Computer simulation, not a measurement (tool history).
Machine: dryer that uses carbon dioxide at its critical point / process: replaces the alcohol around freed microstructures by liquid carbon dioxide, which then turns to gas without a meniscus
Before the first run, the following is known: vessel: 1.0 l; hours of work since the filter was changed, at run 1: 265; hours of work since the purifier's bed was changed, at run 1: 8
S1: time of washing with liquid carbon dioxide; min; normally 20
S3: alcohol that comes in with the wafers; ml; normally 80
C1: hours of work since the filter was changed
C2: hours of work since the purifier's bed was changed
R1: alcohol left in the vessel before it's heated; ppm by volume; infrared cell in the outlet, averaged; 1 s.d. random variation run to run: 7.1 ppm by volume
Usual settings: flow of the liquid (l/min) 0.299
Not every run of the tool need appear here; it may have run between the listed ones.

Run 1, hour 0.0: usual settings; C1 265; C2 8. Result: R1 423 ppm by volume.
Run 2, hour 8.6: usual settings; C1 268; C2 12. Result: R1 412 ppm by volume.
Run 3, hour 20.1: usual settings; C1 273; C2 17. Result: R1 424 ppm by volume.
Run 4, hour 29.8: usual settings; C1 277; C2 20. Result: R1 420 ppm by volume.
Run 5, hour 39.2: usual settings; C1 280; C2 24. Result: R1 406 ppm by volume.
Run 6, hour 52.2: usual settings but flow of the liquid (l/min) 0.300; C1 286; C2 29. Result: R1 414 ppm by volume.
Run 7, hour 61.3: usual settings but S3 63 ml; C1 289; C2 33. Result: R1 328 ppm by volume.
Run 8, hour 73.4: usual settings but S3 76 ml; C1 294; C2 38. Result: R1 402 ppm by volume.
Run 9, hour 83.1: usual settings but S3 76 ml; C1 298; C2 42. Result: R1 384 ppm by volume.
Run 10, hour 90.1: usual settings; C1 301; C2 45. Result: R1 406 ppm by volume.
Run 11, hour 100.3: usual settings; C1 305; C2 49. Result: R1 424 ppm by volume.
Run 12, hour 107.8: usual settings; C1 308; C2 52. Result: R1 425 ppm by volume.
Run 13, hour 118.0: usual settings; C1 312; C2 56. Result: R1 438 ppm by volume.
Run 14, hour 132.2: usual settings but S1 25 min, flow of the liquid (l/min) 0.412; C1 318; C2 62. Result: R1 19 ppm by volume.
Run 15, hour 140.4: usual settings but S1 21 min, flow of the liquid (l/min) 0.378; C1 321; C2 65. Result: R1 75 ppm by volume.
Run 16, hour 147.9: usual settings but S1 21 min, flow of the liquid (l/min) 0.378; C1 324; C2 68. Result: R1 90 ppm by volume.
Run 17, hour 161.1: usual settings but S1 16 min, flow of the liquid (l/min) 0.378, S3 70 ml; C1 329; C2 73. Result: R1 361 ppm by volume.
Run 18, hour 171.9: usual settings but S1 30 min; C1 334; C2 78. Result: R1 47 ppm by volume.
Run 19, hour 182.7: usual settings but S1 30 min; C1 338; C2 82. Result: R1 45 ppm by volume.
Run 20, hour 188.8: usual settings but S1 16 min, flow of the liquid (l/min) 0.198, S3 72 ml; C1 340; C2 84. Result: R1 4336 ppm by volume.
Run 21, hour 200.9: usual settings but S1 31 min, flow of the liquid (l/min) 0.198, S3 74 ml; C1 345; C2 89. Result: R1 346 ppm by volume.
Run 22, hour 214.3: usual settings but S1 28 min, flow of the liquid (l/min) 0.198, S3 23 ml; C1 351; C2 95. Result: R1 188 ppm by volume.
Run 23, hour 224.4: usual settings but S1 12 min, flow of the liquid (l/min) 0.407, S3 21 ml; C1 355; C2 99. Result: R1 316 ppm by volume.
Run 24, hour 230.7: usual settings but S1 12 min, flow of the liquid (l/min) 0.407, S3 21 ml; C1 357; C2 101. Result: R1 317 ppm by volume.
Run 25, hour 241.3: usual settings but S1 12 min, flow of the liquid (l/min) 0.407, S3 21 ml; C1 362; C2 105. Result: R1 318 ppm by volume.

Alternative continuations, all from the tool just after run 25; predict every row:
Run A, hour 252.7: usual settings but S1 12 min, flow of the liquid (l/min) 0.246, S3 21 ml; C1 366; C2 110. Result: R1 ?.
Run B, hour 252.7: usual settings but S1 12 min, flow of the liquid (l/min) 0.375, S3 21 ml; C1 366; C2 110. Result: R1 ?.
Run C, hour 252.7: usual settings but S1 22 min, flow of the liquid (l/min) 0.413; C1 366; C2 110. Result: R1 ?.
Run D, hour 252.7: usual settings but flow of the liquid (l/min) 0.367; C1 366; C2 110. Result: R1 ?.

run    R1
  A  1610
  B   444
  C    47
  D   139
Without the tool's unlogged condition, the same runs would have read:
run    R1
  A  1403
  B   357
  C    29
  D    94

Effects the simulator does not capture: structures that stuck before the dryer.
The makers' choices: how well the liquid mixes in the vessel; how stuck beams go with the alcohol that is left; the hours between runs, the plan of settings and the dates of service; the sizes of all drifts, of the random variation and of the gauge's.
